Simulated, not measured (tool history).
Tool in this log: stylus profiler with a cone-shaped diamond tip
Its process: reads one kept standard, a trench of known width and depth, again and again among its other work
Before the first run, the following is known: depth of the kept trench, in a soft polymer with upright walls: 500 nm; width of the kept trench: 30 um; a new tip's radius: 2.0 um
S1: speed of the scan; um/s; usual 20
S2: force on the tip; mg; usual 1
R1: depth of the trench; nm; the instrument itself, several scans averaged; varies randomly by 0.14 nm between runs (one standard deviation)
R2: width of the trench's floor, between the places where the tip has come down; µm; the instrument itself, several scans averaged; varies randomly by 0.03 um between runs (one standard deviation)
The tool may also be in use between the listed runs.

run 1 hour=0 | S1=20 S2=1 | R1=502.32 R2=26.35
run 2 hour=38.9 | S1=20 S2=1 | R1=502.44 R2=26.35
run 3 hour=98 | S1=20 S2=1 | R1=502.35 R2=26.38
run 4 hour=179.5 | S1=20 S2=1 | R1=501.95 R2=26.35
run 5 hour=225.3 | S1=20 S2=1 | R1=501.95 R2=26.3
run 6 hour=311.7 | S1=20 S2=0.35 | R1=500.24 R2=26.17
run 7 hour=372.9 | S1=20 S2=1 | R1=501.51 R2=26.27
run 8 hour=461 | S1=20 S2=1.04 | R1=501.47 R2=26.25
run 9 hour=529.3 | S1=20 S2=1.04 | R1=501.5 R2=26.21
run 10 hour=579.3 | S1=20 S2=1.04 | R1=501.46 R2=26.23
run 11 hour=637.1 | S1=20 S2=1.04 | R1=501.46 R2=26.22
run 12 hour=677.4 | S1=20 S2=1.04 | R1=501.15 R2=26.19
run 13 hour=762.9 | S1=20 S2=0.93 | R1=500.52 R2=26.18
run 14 hour=834.6 | S1=20 S2=0.93 | R1=502.6 R2=26.12
run 15 hour=874.2 | S1=20 S2=0.93 | R1=502.81 R2=26.16
run 16 hour=960.8 | S1=20 S2=0.85 | R1=502.43 R2=26.09
run 17 hour=1046 | S1=20 S2=0.85 | R1=502.1 R2=26.1
run 18 hour=1090.1 | S1=20 S2=0.85 | R1=502.16 R2=26.13
run 19 hour=1151.1 | S1=20 S2=1 | R1=502.24 R2=26.08
run 20 hour=1208.5 | S1=20 S2=1 | R1=502.43 R2=26.04
run 21 hour=1246.8 | S1=20 S2=1.84 | R1=503.73 R2=26.09
run 22 hour=1294.6 | S1=9 S2=1.72 | R1=503.56 R2=26.1
run 23 hour=1332.2 | S1=9 S2=1.72 | R1=503.52 R2=26.12
run 24 hour=1415.1 | S1=53 S2=1 | R1=502.08 R2=25.78
run 25 hour=1502.4 | S1=9 S2=0.38 | R1=500.26 R2=26.06
run 26 hour=1566 | S1=72 S2=0.38 | R1=500.08 R2=25.18
run 27 hour=1617.1 | S1=6 S2=0.99 | R1=501.49 R2=26.06
run 28 hour=1689.4 | S1=29 S2=1.38 | R1=502.19 R2=25.89
run 29 hour=1738.2 | S1=11 S2=0.62 | R1=500.56 R2=25.95
run 30 hour=1805.2 | S1=11 S2=1.46 | R1=501.87 R2=26.02
run 31 hour=1865.4 | S1=75 S2=0.5 | R1=499.83 R2=25.17
run 32 hour=1933.7 | S1=75 S2=0.5 | R1=501.9 R2=25.2
run 33 hour=2006.4 | S1=74 S2=1.56 | R1=503.63 R2=25.52
run 34 hour=2050.9 | S1=32 S2=2.1 | R1=504.26 R2=25.87
run 35 hour=2113.1 | S1=32 S2=2.1 | R1=504.15 R2=25.82
run 36 hour=2197.5 | S1=23 S2=1.17 | R1=502.44 R2=25.77
run 37 hour=2273.1 | S1=44 S2=0.41 | R1=500.81 R2=25.42
run 38 hour=2355.3 | S1=44 S2=0.41 | R1=500.71 R2=25.42
run 39 hour=2444.2 | S1=44 S2=0.41 | R1=500.56 R2=25.34
run 40 hour=2504.1 | S1=44 S2=0.41 | R1=500.31 R2=25.37
run 41 hour=2587.2 | S1=11 S2=0.77 | R1=501.15 R2=25.8
run 42 hour=2642.8 | S1=6 S2=2.33 | R1=503.83 R2=25.92

Put back what was entered between runs (2 entries, withheld): which listed runs does each sit between, and how does the hidden state differ from the listed run before to the listed run after?
In the gap between runs 13 and 14: height scale calibrated on a step standard (hour 801.1)
  radius of the tip, um: 3.62 -> 3.65; height scale over the true one, %: -0.395 -> 0.002
  what was measured, less what the result would be without the hidden state, R1: -1.98 -> +0.01 nm; R2: -1.02 -> -1.04 µm
In the gap between runs 31 and 32: height scale calibrated on a step standard (hour 1927.8)
  radius of the tip, um: 4.13 -> 4.16; height scale over the true one, %: -0.382 -> -0.011
  what was measured, less what the result would be without the hidden state, R1: -1.92 -> -0.05 nm; R2: -1.29 -> -1.31 µm

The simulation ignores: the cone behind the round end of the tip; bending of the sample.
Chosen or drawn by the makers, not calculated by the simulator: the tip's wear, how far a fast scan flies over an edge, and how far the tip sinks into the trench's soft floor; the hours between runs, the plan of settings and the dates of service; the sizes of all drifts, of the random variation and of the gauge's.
